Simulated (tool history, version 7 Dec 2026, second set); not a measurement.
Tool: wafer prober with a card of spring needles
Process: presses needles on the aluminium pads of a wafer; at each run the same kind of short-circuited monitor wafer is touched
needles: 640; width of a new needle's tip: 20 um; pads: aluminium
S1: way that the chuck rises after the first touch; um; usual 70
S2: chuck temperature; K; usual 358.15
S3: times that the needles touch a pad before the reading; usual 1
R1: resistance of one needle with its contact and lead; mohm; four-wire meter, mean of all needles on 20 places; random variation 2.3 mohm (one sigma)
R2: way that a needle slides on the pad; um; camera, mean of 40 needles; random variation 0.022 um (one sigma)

{"run": 1, "hour": 0.0, "S1": 70, "S2": 358.15, "S3": 1, "R1": 366, "R2": 18.7}
{"run": 2, "hour": 5.2, "S1": 70, "S2": 358.15, "S3": 1, "R1": 376, "R2": 18.66}
{"hour": 6.2, "done": "tips cleaned on abrasive film"}
{"run": 3, "hour": 15.7, "S1": 70, "S2": 358.15, "S3": 1, "R1": 328, "R2": 18.68}
{"run": 4, "hour": 21.3, "S1": 70, "S2": 358.15, "S3": 1, "R1": 355, "R2": 18.64}
{"run": 5, "hour": 26.5, "S1": 70, "S2": 358.15, "S3": 3, "R1": 299, "R2": 18.63}
{"run": 6, "hour": 30.9, "S1": 70, "S2": 358.15, "S3": 3, "R1": 299, "R2": 18.63}
{"hour": 35.5, "done": "tips cleaned on abrasive film"}
{"run": 7, "hour": 38.8, "S1": 70, "S2": 299.15, "S3": 1, "R1": 284, "R2": 18.7}
{"run": 8, "hour": 47.4, "S1": 70, "S2": 299.15, "S3": 1, "R1": 333, "R2": 18.65}
{"run": 9, "hour": 52.1, "S1": 70, "S2": 299.15, "S3": 1, "R1": 351, "R2": 18.64}
{"hour": 53.0, "done": "height of the first contact set anew"}
{"run": 10, "hour": 57.9, "S1": 70, "S2": 299.15, "S3": 1, "R1": 365, "R2": 18.56}
{"hour": 64.5, "done": "tips cleaned on abrasive film"}
{"run": 11, "hour": 65.6, "S1": 64, "S2": 358.15, "S3": 1, "R1": 282, "R2": 16.97}
{"run": 12, "hour": 69.7, "S1": 64, "S2": 358.15, "S3": 1, "R1": 316, "R2": 16.94}
{"run": 13, "hour": 76.5, "S1": 70, "S2": 358.15, "S3": 1, "R1": 337, "R2": 18.55}
{"run": 14, "hour": 84.8, "S1": 70, "S2": 358.15, "S3": 1, "R1": 371, "R2": 18.55}
{"hour": 93.3, "done": "tips cleaned on abrasive film"}
{"run": 15, "hour": 94.4, "S1": 70, "S2": 358.15, "S3": 1, "R1": 280, "R2": 18.53}
{"run": 16, "hour": 104.4, "S1": 70, "S2": 358.15, "S3": 1, "R1": 330, "R2": 18.53}
{"hour": 113.4, "done": "height of the first contact set anew, once more"}
{"run": 17, "hour": 114.3, "S1": 70, "S2": 358.15, "S3": 1, "R1": 368, "R2": 18.77}
{"run": 18, "hour": 119.3, "S1": 70, "S2": 358.15, "S3": 1, "R1": 379, "R2": 18.81}
{"hour": 122.6, "done": "tips cleaned on abrasive film"}
{"run": 19, "hour": 129.2, "S1": 64, "S2": 348.15, "S3": 2, "R1": 289, "R2": 17.14}
{"run": 20, "hour": 135.6, "S1": 64, "S2": 348.15, "S3": 2, "R1": 310, "R2": 17.18}
{"run": 21, "hour": 145.6, "S1": 64, "S2": 348.15, "S3": 2, "R1": 337, "R2": 17.11}
{"hour": 151.5, "done": "tips cleaned on abrasive film"}
{"run": 22, "hour": 152.4, "S1": 64, "S2": 348.15, "S3": 2, "R1": 267, "R2": 17.15}
{"run": 23, "hour": 162.1, "S1": 64, "S2": 348.15, "S3": 2, "R1": 307, "R2": 17.15}
{"run": 24, "hour": 166.4, "S1": 64, "S2": 348.15, "S3": 2, "R1": 320, "R2": 17.15}
{"run": 25, "hour": 172.2, "S1": 68, "S2": 309.15, "S3": 1, "R1": 366, "R2": 18.22}
{"hour": 180.1, "done": "tips cleaned on abrasive film"}
{"run": 26, "hour": 180.6, "S1": 74, "S2": 309.15, "S3": 2, "R1": 256, "R2": 19.83}
{"run": 27, "hour": 187.4, "S1": 74, "S2": 309.15, "S3": 2, "R1": 281, "R2": 19.85}
{"run": 28, "hour": 193.8, "S1": 58, "S2": 326.15, "S3": 1, "R1": 383, "R2": 15.5}
{"run": 29, "hour": 198.5, "S1": 89, "S2": 375.15, "S3": 1, "R1": 321, "R2": 23.86}
{"run": 30, "hour": 204.5, "S1": 77, "S2": 376.15, "S3": 2, "R1": 315, "R2": 20.68}
{"hour": 208.8, "done": "tips cleaned on abrasive film"}
{"run": 31, "hour": 211.5, "S1": 82, "S2": 302.15, "S3": 1, "R1": 267, "R2": 21.98}
{"run": 32, "hour": 219.3, "S1": 82, "S2": 302.15, "S3": 1, "R1": 301, "R2": 21.98}
{"run": 33, "hour": 224.9, "S1": 82, "S2": 302.15, "S3": 1, "R1": 321, "R2": 21.92}
{"run": 34, "hour": 231.7, "S1": 70, "S2": 323.15, "S3": 1, "R1": 368, "R2": 18.72}

Forecast each of these 3 alternatives for the next run:
{"run": "A", "hour": 237.1, "S1": 70, "S2": 358.15, "S3": 1, "R1": "?", "R2": "?"}
{"run": "B", "hour": 237.1, "S1": 75, "S2": 310.15, "S3": 1, "R1": "?", "R2": "?"}
{"run": "C", "hour": 237.1, "S1": 70, "S2": 323.15, "S3": 1, "R1": "?", "R2": "?"}

run=A R1=380 R2=18.74
run=B R1=363 R2=20.09
run=C R1=387 R2=18.70
Without the tool's hidden state the same runs would have given:
run=A R1=258 R2=18.80
run=B R1=245 R2=20.15
run=C R1=256 R2=18.76

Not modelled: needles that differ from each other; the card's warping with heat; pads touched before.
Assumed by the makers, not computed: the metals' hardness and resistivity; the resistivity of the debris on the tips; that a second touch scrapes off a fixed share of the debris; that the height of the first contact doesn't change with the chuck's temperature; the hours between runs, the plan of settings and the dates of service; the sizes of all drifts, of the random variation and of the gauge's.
